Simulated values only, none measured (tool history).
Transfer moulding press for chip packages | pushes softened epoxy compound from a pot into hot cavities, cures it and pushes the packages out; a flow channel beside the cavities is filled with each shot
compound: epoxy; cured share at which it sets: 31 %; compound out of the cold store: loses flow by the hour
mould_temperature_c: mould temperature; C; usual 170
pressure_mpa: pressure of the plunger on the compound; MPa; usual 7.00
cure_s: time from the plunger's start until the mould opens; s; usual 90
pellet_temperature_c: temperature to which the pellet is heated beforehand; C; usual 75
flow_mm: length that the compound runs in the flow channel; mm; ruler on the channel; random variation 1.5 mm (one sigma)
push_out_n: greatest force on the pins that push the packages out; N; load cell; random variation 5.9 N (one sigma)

run	hour	mould_temperature_c	pressure_mpa	cure_s	pellet_temperature_c	incoming compound's hours out of the cold store	flow_mm	push_out_n
1	0.0	170	7.00	90	75	45.2	556	215
2	13.8	170	8.66	90	75	35.2	636	225
3	21.9	170	8.66	90	75	31.3	640	236
4	29.1	170	8.66	90	75	23.8	646	253
5	36.9	170	7.00	90	75	28.8	576	266
6	52.8	170	7.00	90	75	13.8	597	265
7	64.3	170	7.00	71	75	35.2	567	446
# hour 76.0: cavities cleaned with cleaning compound and waxed
8	76.3	170	7.00	71	75	37.4	563	346
9	90.0	170	7.00	90	75	45.2	552	239
10	106.7	170	7.00	90	75	18.3	585	260
11	121.0	170	7.94	90	75	29.1	609	261
12	136.4	170	7.94	90	75	18.5	626	287
# hour 152.0: cavities cleaned with cleaning compound and waxed
13	153.6	170	7.00	90	75	46.3	551	211
14	161.1	170	7.00	90	75	30.0	571	223
15	177.8	165	8.00	113	73	45.3	600	218
16	188.7	165	8.00	113	73	22.5	634	223
17	206.4	163	8.00	113	67	44.6	608	275
18	223.9	177	7.00	118	75	41.8	534	216
# hour 227.7: cavities cleaned with cleaning compound and waxed
19	236.1	164	7.00	118	75	25.1	591	206
20	244.9	170	8.15	74	78	17.2	626	354
21	253.5	170	8.15	74	78	10.5	639	360
22	265.0	171	5.77	87	78	35.1	503	250
23	276.9	176	7.05	85	74	29.1	553	225
24	293.6	165	7.00	114	75	17.3	596	254
# hour 304.2: cavities cleaned with cleaning compound and waxed
25	305.2	177	7.00	110	75	23.1	556	164
26	314.1	177	7.00	110	75	26.8	549	183
27	328.3	177	7.00	88	67	38.2	536	194
28	339.3	170	6.79	73	75	16.4	575	393

Hidden state or all else? Some run-to-run changes of flow_mm, split into what the settings, what came in and random variation would give without the hidden state, and what is left for the hidden state (with any gauge scatter that isn't in both results):
The hidden state here: true mould temperature over the reading, C; pressure that reaches the compound, % of what is set; grip of the stained cavities, % over clean ones'; drift of the gauge itself on flow_mm, %; drift of the gauge itself on push_out_n, %.
Run 1 -> 2: pressure_mpa 7.00 -> 8.66. flow_mm +80 mm: hidden state -1, all else +81.
Run 14 -> 15: mould_temperature_c 170 -> 165, pressure_mpa 7.00 -> 8.00, cure_s 90 -> 113, pellet_temperature_c 75 -> 73. flow_mm +29 mm: hidden state -2, all else +31.
Run 19 -> 20: mould_temperature_c 164 -> 170, pressure_mpa 7.00 -> 8.15, cure_s 118 -> 74, pellet_temperature_c 75 -> 78. flow_mm +35 mm: hidden state -2, all else +37.
Run 21 -> 22: mould_temperature_c 170 -> 171, pressure_mpa 8.15 -> 5.77, cure_s 74 -> 87. flow_mm -136 mm: hidden state +2, all else -138.
